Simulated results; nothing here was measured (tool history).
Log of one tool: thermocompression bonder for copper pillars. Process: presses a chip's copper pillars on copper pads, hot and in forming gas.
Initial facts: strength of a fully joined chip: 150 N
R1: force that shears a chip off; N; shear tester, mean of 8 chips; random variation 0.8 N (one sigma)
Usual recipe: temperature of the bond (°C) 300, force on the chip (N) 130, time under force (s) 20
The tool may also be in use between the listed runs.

Run 1, hour 0: usual settings. Result: R1 56.8 N.
Run 2, hour 50.9: usual settings. Result: R1 56.7 N.
Run 3, hour 128.6: usual settings. Result: R1 56.8 N.
Run 4, hour 190.8: usual settings but temperature of the bond (°C) 324. Result: R1 73.7 N.
Run 5, hour 261.4: usual settings but temperature of the bond (°C) 324. Result: R1 75.4 N.
Run 6, hour 317.5: usual settings but temperature of the bond (°C) 324. Result: R1 73.3 N.
Run 7, hour 367: usual settings. Result: R1 58.5 N.
Run 8, hour 424.2: usual settings. Result: R1 57.8 N.
Run 9, hour 503: usual settings. Result: R1 56.6 N.
Run 10, hour 580.9: usual settings but temperature of the bond (°C) 303. Result: R1 58 N.
Run 11, hour 627.7: usual settings but temperature of the bond (°C) 303. Result: R1 58.4 N.
Run 12, hour 675.8: usual settings but time under force (s) 17. Result: R1 51.7 N.
Run 13, hour 756.2: usual settings but temperature of the bond (°C) 286, force on the chip (N) 126, time under force (s) 25. Result: R1 50.9 N.
Run 14, hour 826.5: usual settings but temperature of the bond (°C) 296, time under force (s) 47. Result: R1 74.9 N.
Run 15, hour 890.9: usual settings but temperature of the bond (°C) 296, time under force (s) 47. Result: R1 81.7 N.
Run 16, hour 978.7: usual settings but temperature of the bond (°C) 281, force on the chip (N) 173, time under force (s) 15. Result: R1 55 N.
Run 17, hour 1024.3: usual settings but temperature of the bond (°C) 281, force on the chip (N) 173, time under force (s) 15. Result: R1 54.6 N.
Run 18, hour 1091: usual settings but temperature of the bond (°C) 275, force on the chip (N) 149, time under force (s) 15. Result: R1 44.9 N.
Run 19, hour 1179.9: usual settings. Result: R1 61.6 N.
Run 20, hour 1230.2: usual settings but temperature of the bond (°C) 317, force on the chip (N) 105, time under force (s) 54. Result: R1 86.2 N.
Run 21, hour 1319.8: usual settings but force on the chip (N) 184, time under force (s) 17. Result: R1 73.1 N.
Run 22, hour 1356.8: usual settings but temperature of the bond (°C) 279, force on the chip (N) 105, time under force (s) 12. Result: R1 32.1 N.
Run 23, hour 1423.9: usual settings but temperature of the bond (°C) 279, force on the chip (N) 105, time under force (s) 12. Result: R1 31.1 N.

Put back what was entered between runs (5 entries, withheld): which listed runs does each sit between, and how does the hidden state differ from the listed run before to the listed run after?
Run 3 -> run 4: forming gas filter changed (hour 168.8)
  true temperature of the bond over the reading, C: -3.1 -> -3.3; force that reaches the chip, % of what is set: 97.1 -> 96.9; oxide that the forming gas leaves, % of the face: 4.83 -> 0.75
  measured minus no-state result, R1: -6 -> -3.9 N
Run 11 -> run 12: heater calibrated with a thermocouple chip (hour 635.1)
  true temperature of the bond over the reading, C: -4.5 -> -5.4; force that reaches the chip, % of what is set: 96 -> 95.9; oxide that the forming gas leaves, % of the face: 3.58 -> 3.87
  measured minus no-state result, R1: -6.8 -> -6.9 N
Run 13 -> run 14: forming gas filter changed (hour 826.5)
  true temperature of the bond over the reading, C: -5.6 -> -5.8; force that reaches the chip, % of what is set: 95.7 -> 95.5; oxide that the forming gas leaves, % of the face: 4.37 -> 0.5
  measured minus no-state result, R1: -7.5 -> -6.8 N
Run 14 -> run 15: heater calibrated with a thermocouple chip, once more (hour 879.9)
  true temperature of the bond over the reading, C: -5.8 -> 0.6; force that reaches the chip, % of what is set: 95.5 -> 95.4; oxide that the forming gas leaves, % of the face: 0.5 -> 0.88
  measured minus no-state result, R1: -6.8 -> -2.5 N
Run 18 -> run 19: force cell calibrated (hour 1124.2)
  true temperature of the bond over the reading, C: 0.1 -> -0.2; force that reaches the chip, % of what is set: 95 -> 99.3; oxide that the forming gas leaves, % of the face: 2.09 -> 2.7
  measured minus no-state result, R1: -2.7 -> -1.8 N

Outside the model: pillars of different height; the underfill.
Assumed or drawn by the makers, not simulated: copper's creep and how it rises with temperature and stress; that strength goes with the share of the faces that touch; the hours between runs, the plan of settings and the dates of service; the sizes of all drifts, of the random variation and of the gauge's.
